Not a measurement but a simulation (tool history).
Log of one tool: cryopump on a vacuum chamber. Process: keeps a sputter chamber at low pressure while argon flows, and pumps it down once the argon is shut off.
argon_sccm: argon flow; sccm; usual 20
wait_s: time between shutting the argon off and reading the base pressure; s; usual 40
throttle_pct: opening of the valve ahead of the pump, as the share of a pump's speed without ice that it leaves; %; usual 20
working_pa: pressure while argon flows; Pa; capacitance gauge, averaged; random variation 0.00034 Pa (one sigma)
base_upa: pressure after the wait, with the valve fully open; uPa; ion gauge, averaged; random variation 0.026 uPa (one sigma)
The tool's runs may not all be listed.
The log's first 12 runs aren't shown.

Run 13, hour 660.1: usual settings. Result: working_pa 0.0709 Pa, base_upa 2.19 uPa.
Run 14, hour 701.6: usual settings. Result: working_pa 0.0705 Pa, base_upa 2.14 uPa.
Run 15, hour 753.5: usual settings but throttle_pct 55 %. Result: working_pa 0.0274 Pa, base_upa 2.19 uPa.
Run 16, hour 788: usual settings but throttle_pct 55 %. Result: working_pa 0.0277 Pa, base_upa 2.15 uPa.
Run 17, hour 836.1: usual settings but throttle_pct 46 %. Result: working_pa 0.0323 Pa, base_upa 2.2 uPa.
Run 18, hour 896.8: usual settings but wait_s 71 s, throttle_pct 46 %. Result: working_pa 0.0324 Pa, base_upa 1.81 uPa.
Run 19, hour 939.6: usual settings but wait_s 71 s, throttle_pct 46 %. Result: working_pa 0.0328 Pa, base_upa 1.78 uPa.
Run 20, hour 975.8: usual settings but wait_s 71 s, throttle_pct 45 %. Result: working_pa 0.0333 Pa, base_upa 1.86 uPa.
Run 21, hour 1010.2: usual settings but wait_s 71 s, throttle_pct 45 %. Result: working_pa 0.0326 Pa, base_upa 1.92 uPa.
Run 22, hour 1044.3: usual settings but wait_s 71 s, throttle_pct 45 %. Result: working_pa 0.033 Pa, base_upa 1.86 uPa.
Run 23, hour 1079.4: usual settings but argon_sccm 34 sccm. Result: working_pa 0.1224 Pa, base_upa 2.42 uPa.
Run 24, hour 1145.4: usual settings but throttle_pct 26 %. Result: working_pa 0.0554 Pa, base_upa 2.37 uPa.
Run 25, hour 1215.7: usual settings but argon_sccm 38 sccm. Result: working_pa 0.1364 Pa, base_upa 2.42 uPa.
Run 26, hour 1257.5: usual settings but argon_sccm 8 sccm, wait_s 207 s, throttle_pct 44 %. Result: working_pa 0.0138 Pa, base_upa 1.63 uPa.
Run 27, hour 1315.4: usual settings but argon_sccm 31 sccm, wait_s 207 s, throttle_pct 40 %. Result: working_pa 0.06 Pa, base_upa 1.66 uPa.
Run 28, hour 1374.5: usual settings but wait_s 229 s. Result: working_pa 0.0724 Pa, base_upa 1.69 uPa.
At hour 1408.5: pump warmed up, emptied and cooled again.
Run 29, hour 1442.3: usual settings but argon_sccm 22 sccm. Result: working_pa 0.0758 Pa, base_upa 2.16 uPa.
Run 30, hour 1502.2: usual settings but argon_sccm 22 sccm. Result: working_pa 0.0766 Pa, base_upa 2.25 uPa.
Run 31, hour 1547.3: usual settings but argon_sccm 22 sccm. Result: working_pa 0.0768 Pa, base_upa 2.24 uPa.
Run 32, hour 1589.1: usual settings but argon_sccm 10 sccm, throttle_pct 17 %. Result: working_pa 0.0404 Pa, base_upa 2.29 uPa.
Run 33, hour 1653.1: usual settings but wait_s 117 s, throttle_pct 49 %. Result: working_pa 0.0295 Pa, base_upa 1.7 uPa.
Run 34, hour 1685.7: usual settings but argon_sccm 38 sccm, wait_s 117 s, throttle_pct 49 %. Result: working_pa 0.0558 Pa, base_upa 1.69 uPa.

Forecast each of these 4 alternatives for the next run:
Run A, hour 1749.3: usual settings but argon_sccm 19 sccm, wait_s 100 s, throttle_pct 34 %. Result: working_pa ?, base_upa ?.
Run B, hour 1749.3: usual settings but throttle_pct 52 %. Result: working_pa ?, base_upa ?.
Run C, hour 1749.3: usual settings but argon_sccm 17 sccm, wait_s 32 s, throttle_pct 22 %. Result: working_pa ?, base_upa ?.
Run D, hour 1749.3: usual settings but argon_sccm 30 sccm, wait_s 55 s, throttle_pct 23 %. Result: working_pa ?, base_upa ?.

run  working_pa  base_upa
  A      0.0399      1.76
  B      0.0279      2.31
  C      0.0545      2.68
  D       0.091      2.13
Without the tool's hidden state the same runs would have given:
run  working_pa  base_upa
  A      0.0386      0.52
  B      0.0265       1.1
  C      0.0533      1.41
  D      0.0889      0.87
